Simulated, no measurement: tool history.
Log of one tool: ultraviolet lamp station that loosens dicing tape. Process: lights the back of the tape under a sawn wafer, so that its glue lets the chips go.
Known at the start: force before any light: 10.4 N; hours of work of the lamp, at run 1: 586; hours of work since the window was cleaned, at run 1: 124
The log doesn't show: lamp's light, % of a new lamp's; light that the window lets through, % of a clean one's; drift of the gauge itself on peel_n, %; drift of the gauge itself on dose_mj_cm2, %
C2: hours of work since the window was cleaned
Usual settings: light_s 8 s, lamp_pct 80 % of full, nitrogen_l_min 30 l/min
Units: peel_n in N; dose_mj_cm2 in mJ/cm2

{"run": 1, "hour": 0.0, "light_s": 8, "lamp_pct": 80, "nitrogen_l_min": 30, "hours of work of the lamp": 586, "C2": 124, "peel_n": 1.168, "dose_mj_cm2": 198}
{"run": 2, "hour": 13.8, "light_s": 8, "lamp_pct": 80, "nitrogen_l_min": 30, "hours of work of the lamp": 595, "C2": 133, "peel_n": 1.221, "dose_mj_cm2": 195}
{"run": 3, "hour": 31.8, "light_s": 8, "lamp_pct": 80, "nitrogen_l_min": 30, "hours of work of the lamp": 607, "C2": 145, "peel_n": 1.221, "dose_mj_cm2": 188}
{"run": 4, "hour": 50.5, "light_s": 8, "lamp_pct": 80, "nitrogen_l_min": 30, "hours of work of the lamp": 620, "C2": 157, "peel_n": 1.235, "dose_mj_cm2": 191}
{"run": 5, "hour": 73.6, "light_s": 10, "lamp_pct": 80, "nitrogen_l_min": 30, "hours of work of the lamp": 635, "C2": 173, "peel_n": 0.735, "dose_mj_cm2": 240}
{"run": 6, "hour": 88.1, "light_s": 8, "lamp_pct": 80, "nitrogen_l_min": 30, "hours of work of the lamp": 645, "C2": 182, "peel_n": 1.24, "dose_mj_cm2": 194}
{"run": 7, "hour": 102.6, "light_s": 8, "lamp_pct": 80, "nitrogen_l_min": 30, "hours of work of the lamp": 654, "C2": 192, "peel_n": 1.263, "dose_mj_cm2": 187}
{"run": 8, "hour": 117.8, "light_s": 8, "lamp_pct": 80, "nitrogen_l_min": 30, "hours of work of the lamp": 664, "C2": 202, "peel_n": 1.29, "dose_mj_cm2": 187}
{"run": 9, "hour": 135.8, "light_s": 8, "lamp_pct": 80, "nitrogen_l_min": 30, "hours of work of the lamp": 676, "C2": 214, "peel_n": 1.355, "dose_mj_cm2": 188}
{"run": 10, "hour": 148.9, "light_s": 8, "lamp_pct": 80, "nitrogen_l_min": 30, "hours of work of the lamp": 685, "C2": 223, "peel_n": 1.32, "dose_mj_cm2": 184}
{"run": 11, "hour": 159.4, "light_s": 8, "lamp_pct": 80, "nitrogen_l_min": 30, "hours of work of the lamp": 692, "C2": 230, "peel_n": 1.31, "dose_mj_cm2": 187}
{"run": 12, "hour": 175.0, "light_s": 8, "lamp_pct": 80, "nitrogen_l_min": 37, "hours of work of the lamp": 702, "C2": 240, "peel_n": 1.111, "dose_mj_cm2": 183}
{"run": 13, "hour": 194.8, "light_s": 8, "lamp_pct": 80, "nitrogen_l_min": 37, "hours of work of the lamp": 716, "C2": 253, "peel_n": 1.169, "dose_mj_cm2": 181}
{"run": 14, "hour": 215.5, "light_s": 11, "lamp_pct": 80, "nitrogen_l_min": 30, "hours of work of the lamp": 729, "C2": 267, "peel_n": 0.671, "dose_mj_cm2": 245}
{"hour": 226.4, "done": "window cleaned of glue's vapour"}
{"run": 15, "hour": 237.4, "light_s": 11, "lamp_pct": 80, "nitrogen_l_min": 30, "hours of work of the lamp": 744, "C2": 7, "peel_n": 0.695, "dose_mj_cm2": 244}
{"run": 16, "hour": 257.8, "light_s": 4, "lamp_pct": 73, "nitrogen_l_min": 30, "hours of work of the lamp": 757, "C2": 21, "peel_n": 4.201, "dose_mj_cm2": 83}
{"run": 17, "hour": 272.6, "light_s": 10, "lamp_pct": 76, "nitrogen_l_min": 20, "hours of work of the lamp": 767, "C2": 31, "peel_n": 1.526, "dose_mj_cm2": 207}
{"run": 18, "hour": 296.1, "light_s": 10, "lamp_pct": 76, "nitrogen_l_min": 20, "hours of work of the lamp": 783, "C2": 46, "peel_n": 1.484, "dose_mj_cm2": 203}
{"run": 19, "hour": 308.4, "light_s": 6, "lamp_pct": 95, "nitrogen_l_min": 22, "hours of work of the lamp": 791, "C2": 55, "peel_n": 2.334, "dose_mj_cm2": 153}
{"run": 20, "hour": 325.4, "light_s": 15, "lamp_pct": 60, "nitrogen_l_min": 10, "hours of work of the lamp": 802, "C2": 66, "peel_n": 2.023, "dose_mj_cm2": 244}
{"run": 21, "hour": 340.7, "light_s": 4, "lamp_pct": 60, "nitrogen_l_min": 16, "hours of work of the lamp": 812, "C2": 76, "peel_n": 6.203, "dose_mj_cm2": 66}
{"run": 22, "hour": 363.5, "light_s": 4, "lamp_pct": 60, "nitrogen_l_min": 16, "hours of work of the lamp": 827, "C2": 91, "peel_n": 6.313, "dose_mj_cm2": 66}
{"hour": 369.7, "done": "window cleaned of glue's vapour, once more"}
{"run": 23, "hour": 384.4, "light_s": 4, "lamp_pct": 60, "nitrogen_l_min": 16, "hours of work of the lamp": 841, "C2": 10, "peel_n": 5.595, "dose_mj_cm2": 73}
{"run": 24, "hour": 407.3, "light_s": 4, "lamp_pct": 60, "nitrogen_l_min": 17, "hours of work of the lamp": 856, "C2": 25, "peel_n": 5.587, "dose_mj_cm2": 71}
{"run": 25, "hour": 429.1, "light_s": 8, "lamp_pct": 76, "nitrogen_l_min": 54, "hours of work of the lamp": 871, "C2": 39, "peel_n": 0.902, "dose_mj_cm2": 178}
{"run": 26, "hour": 450.9, "light_s": 8, "lamp_pct": 73, "nitrogen_l_min": 45, "hours of work of the lamp": 885, "C2": 54, "peel_n": 1.197, "dose_mj_cm2": 170}
{"run": 27, "hour": 462.5, "light_s": 10, "lamp_pct": 94, "nitrogen_l_min": 22, "hours of work of the lamp": 893, "C2": 62, "peel_n": 0.76, "dose_mj_cm2": 273}

5 ways to go on from here, each from the tool as it stands after run 27. What would each give?
{"run": "A", "hour": 484.1, "light_s": 4, "lamp_pct": 97, "nitrogen_l_min": 20, "hours of work of the lamp": 907, "C2": 76, "peel_n": "?", "dose_mj_cm2": "?"}
{"run": "B", "hour": 484.1, "light_s": 13, "lamp_pct": 78, "nitrogen_l_min": 38, "hours of work of the lamp": 907, "C2": 76, "peel_n": "?", "dose_mj_cm2": "?"}
{"run": "C", "hour": 484.1, "light_s": 8, "lamp_pct": 80, "nitrogen_l_min": 14, "hours of work of the lamp": 907, "C2": 76, "peel_n": "?", "dose_mj_cm2": "?"}
{"run": "D", "hour": 484.1, "light_s": 9, "lamp_pct": 94, "nitrogen_l_min": 22, "hours of work of the lamp": 907, "C2": 76, "peel_n": "?", "dose_mj_cm2": "?"}
{"run": "E", "hour": 484.1, "light_s": 9, "lamp_pct": 80, "nitrogen_l_min": 30, "hours of work of the lamp": 907, "C2": 76, "peel_n": "?", "dose_mj_cm2": "?"}

run=A peel_n=3.682 dose_mj_cm2=114
run=B peel_n=0.333 dose_mj_cm2=293
run=C peel_n=2.392 dose_mj_cm2=184
run=D peel_n=0.968 dose_mj_cm2=240
run=E peel_n=1.055 dose_mj_cm2=207
Without the tool's hidden state the same runs would have given:
run=A peel_n=2.774 dose_mj_cm2=144
run=B peel_n=0.170 dose_mj_cm2=372
run=C peel_n=1.614 dose_mj_cm2=234
run=D peel_n=0.541 dose_mj_cm2=306
run=E peel_n=0.591 dose_mj_cm2=263

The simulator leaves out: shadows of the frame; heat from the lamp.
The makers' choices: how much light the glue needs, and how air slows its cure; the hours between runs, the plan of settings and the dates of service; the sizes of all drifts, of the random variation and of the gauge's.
